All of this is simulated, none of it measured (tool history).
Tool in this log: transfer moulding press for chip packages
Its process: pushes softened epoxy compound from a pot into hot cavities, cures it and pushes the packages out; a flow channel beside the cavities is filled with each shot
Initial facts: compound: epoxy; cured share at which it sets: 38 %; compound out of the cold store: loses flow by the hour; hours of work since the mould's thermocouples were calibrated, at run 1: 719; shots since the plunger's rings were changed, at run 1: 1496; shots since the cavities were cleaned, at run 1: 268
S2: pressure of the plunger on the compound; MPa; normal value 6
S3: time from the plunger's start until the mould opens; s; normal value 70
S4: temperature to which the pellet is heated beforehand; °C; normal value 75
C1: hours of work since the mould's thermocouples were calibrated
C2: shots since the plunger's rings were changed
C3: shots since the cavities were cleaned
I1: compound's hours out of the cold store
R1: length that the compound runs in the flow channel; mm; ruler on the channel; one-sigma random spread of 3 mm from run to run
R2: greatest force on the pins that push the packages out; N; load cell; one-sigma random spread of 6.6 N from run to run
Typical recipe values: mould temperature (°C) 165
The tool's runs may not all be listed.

Run 1, day 0: usual settings; C1 719; C2 1496; C3 268; I1 26.5. Result: R1 942 mm, R2 342 N.
At day 0.888: cavities cleaned with cleaning compound and waxed.
At day 1.725: mould's thermocouples calibrated.
At day 2.388: plunger's sealing rings changed.
At day 2.45: cavities cleaned with cleaning compound and waxed.
Run 2, day 3.475: usual settings; C1 29; C2 509; C3 509; I1 44.4. Result: R1 854 mm, R2 362 N.
At day 3.846: cavities cleaned with cleaning compound and waxed.
At day 5.233: cavities cleaned with cleaning compound and waxed.
Run 3, day 5.9: usual settings; C1 72; C2 1651; C3 330; I1 26.5. Result: R1 940 mm, R2 332 N.
At day 6.783: cavities cleaned with cleaning compound and waxed.
At day 7.971: plunger's sealing rings changed.
At day 8.2: cavities cleaned with cleaning compound and waxed.
At day 9.646: cavities cleaned with cleaning compound and waxed.
Run 4, day 9.9: usual settings; C1 141; C2 896; C3 125; I1 19.2. Result: R1 984 mm, R2 296 N.
At day 11.004: cavities cleaned with cleaning compound and waxed.
At day 12.333: cavities cleaned with cleaning compound and waxed.
At day 13.617: plunger's sealing rings changed.
Run 5, day 13.617: usual settings but mould temperature (°C) 173; C1 205; C2 1; C3 587; I1 17.9. Result: R1 973 mm, R2 318 N.
At day 13.792: cavities cleaned with cleaning compound and waxed.
At day 15.158: cavities cleaned with cleaning compound and waxed.
At day 16.521: cavities cleaned with cleaning compound and waxed.
Run 6, day 16.833: usual settings but mould temperature (°C) 172; C1 261; C2 1507; C3 155; I1 26.4. Result: R1 920 mm, R2 288 N.
At day 18.125: cavities cleaned with cleaning compound and waxed.
At day 19.117: plunger's sealing rings changed.
At day 19.696: cavities cleaned with cleaning compound and waxed.
Run 7, day 19.696: usual settings but mould temperature (°C) 172; C1 310; C2 257; C3 0; I1 29.8. Result: R1 911 mm, R2 233 N.
At day 21.221: cavities cleaned with cleaning compound and waxed.
Run 8, day 22.229: usual settings but S3 97 s; C1 356; C2 1485; C3 502; I1 16.8. Result: R1 998 mm, R2 331 N.
At day 22.604: cavities cleaned with cleaning compound and waxed.
At day 24.062: cavities cleaned with cleaning compound and waxed.
At day 24.75: plunger's sealing rings changed.
At day 25.558: cavities cleaned with cleaning compound and waxed.
Run 9, day 26.312: usual settings; C1 426; C2 744; C3 375; I1 25.4. Result: R1 953 mm, R2 353 N.
At day 26.988: cavities cleaned with cleaning compound and waxed.
Run 10, day 28.004: usual settings; C1 457; C2 1555; C3 505; I1 31.4. Result: R1 910 mm, R2 371 N.
At day 28.371: cavities cleaned with cleaning compound and waxed.
At day 29.671: cavities cleaned with cleaning compound and waxed.
At day 30.367: plunger's sealing rings changed.
Run 11, day 30.95: usual settings; C1 507; C2 288; C3 584; I1 34. Result: R1 912 mm, R2 381 N.
At day 31.329: cavities cleaned with cleaning compound and waxed.
At day 32.633: cavities cleaned with cleaning compound and waxed.
At day 34: cavities cleaned with cleaning compound and waxed.
Run 12, day 34.283: usual settings; C1 565; C2 1852; C3 141; I1 12.8. Result: R1 1017 mm, R2 321 N.
At day 35.458: cavities cleaned with cleaning compound and waxed.
At day 35.858: plunger's sealing rings changed.
Run 13, day 36.533: usual settings; C1 604; C2 335; C3 483; I1 17.2. Result: R1 995 mm, R2 361 N.
At day 36.879: cavities cleaned with cleaning compound and waxed.
At day 38.338: cavities cleaned with cleaning compound and waxed.
Run 14, day 38.379: usual settings but mould temperature (°C) 171; C1 636; C2 1190; C3 20; I1 35.9. Result: R1 877 mm, R2 253 N.
At day 39.779: cavities cleaned with cleaning compound and waxed.
Run 15, day 39.979: usual settings but mould temperature (°C) 160, S2 6.31 MPa, S3 72 s; C1 664; C2 1954; C3 98; I1 32.8. Result: R1 940 mm, R2 359 N.
At day 41.133: cavities cleaned with cleaning compound and waxed.
At day 41.546: plunger's sealing rings changed.
At day 42.592: cavities cleaned with cleaning compound and waxed.
Run 16, day 42.592: usual settings but mould temperature (°C) 163, S2 6.31 MPa, S3 90 s; C1 708; C2 489; C3 0; I1 15.6. Result: R1 1049 mm, R2 237 N.
At day 43.971: cavities cleaned with cleaning compound and waxed.
At day 44.862: mould's thermocouples calibrated.
Run 17, day 44.862: usual settings but S2 6.68 MPa, S3 91 s, S4 69 °C; C1 0; C2 1545; C3 401; I1 39.3. Result: R1 916 mm, R2 323 N.
At day 45.471: cavities cleaned with cleaning compound and waxed.
Run 18, day 46.458: usual settings but mould temperature (°C) 170, S2 4.99 MPa, S3 87 s; C1 28; C2 2307; C3 491; I1 24.1. Result: R1 849 mm, R2 330 N.
At day 47.1: plunger's sealing rings changed.
At day 47.162: cavities cleaned with cleaning compound and waxed.
At day 48.562: cavities cleaned with cleaning compound and waxed.
At day 50.029: cavities cleaned with cleaning compound and waxed.
Run 19, day 50.158: usual settings but S2 6.07 MPa, S4 71 °C; C1 92; C2 1428; C3 64; I1 8.5. Result: R1 1054 mm, R2 297 N.
At day 51.412: cavities cleaned with cleaning compound and waxed.
At day 52.625: plunger's sealing rings changed.
At day 52.983: cavities cleaned with cleaning compound and waxed.
Run 20, day 53.733: usual settings but S2 4.73 MPa, S3 109 s; C1 154; C2 521; C3 375; I1 30.1. Result: R1 827 mm, R2 305 N.
At day 54.346: cavities cleaned with cleaning compound and waxed.
At day 55.796: cavities cleaned with cleaning compound and waxed.
Run 21, day 56.2: usual settings but mould temperature (°C) 166, S2 4.73 MPa, S3 109 s, S4 82 °C; C1 197; C2 1684; C3 200; I1 46.1. Result: R1 735 mm, R2 275 N.
At day 57.238: cavities cleaned with cleaning compound and waxed.
At day 58.204: plunger's sealing rings changed.
At day 58.879: cavities cleaned with cleaning compound and waxed.
Run 22, day 60.038: usual settings but mould temperature (°C) 171, S2 6.23 MPa, S3 109 s, S4 82 °C; C1 264; C2 880; C3 577; I1 29.6. Result: R1 924 mm, R2 325 N.
At day 60.296: cavities cleaned with cleaning compound and waxed.
At day 61.746: cavities cleaned with cleaning compound and waxed.
Run 23, day 61.792: usual settings but mould temperature (°C) 168, S2 6.99 MPa, S3 73 s, S4 76 °C; C1 294; C2 1689; C3 22; I1 34.6. Result: R1 949 mm, R2 250 N.
At day 63.221: cavities cleaned with cleaning compound and waxed.
At day 63.896: plunger's sealing rings changed.
At day 64.75: cavities cleaned with cleaning compound and waxed.
Run 24, day 64.75: usual settings but mould temperature (°C) 160, S2 6.99 MPa, S3 84 s, S4 76 °C; C1 345; C2 392; C3 0; I1 9.6. Result: R1 1158 mm, R2 267 N.

Forecast each of these 3 alternatives for the next run:
At day 66.175: cavities cleaned with cleaning compound and waxed.
At day 67.488: cavities cleaned with cleaning compound and waxed.
Run A, day 68.167: usual settings but mould temperature (°C) 170, S2 7.03 MPa, S3 73 s, S4 76 °C; C1 406; C2 2028; C3 338; I1 23.9. Result: R1 ?, R2 ?.
At day 66.175: cavities cleaned with cleaning compound and waxed.
At day 67.488: cavities cleaned with cleaning compound and waxed.
Run B, day 68.167: usual settings but mould temperature (°C) 158, S2 6.99 MPa, S3 84 s, S4 76 °C; C1 406; C2 2028; C3 338; I1 18.7. Result: R1 ?, R2 ?.
At day 66.175: cavities cleaned with cleaning compound and waxed.
At day 67.488: cavities cleaned with cleaning compound and waxed.
Run C, day 68.167: usual settings but S2 4.7 MPa, S4 77 °C; C1 406; C2 2028; C3 338; I1 32.4. Result: R1 ?, R2 ?.

run    R1   R2
  A  1006  314
  B  1090  364
  C   795  334
Stripped of hidden state, with their random variation kept, the same runs would have yielded:
run    R1   R2
  A  1024  248
  B  1109  283
  C   809  262

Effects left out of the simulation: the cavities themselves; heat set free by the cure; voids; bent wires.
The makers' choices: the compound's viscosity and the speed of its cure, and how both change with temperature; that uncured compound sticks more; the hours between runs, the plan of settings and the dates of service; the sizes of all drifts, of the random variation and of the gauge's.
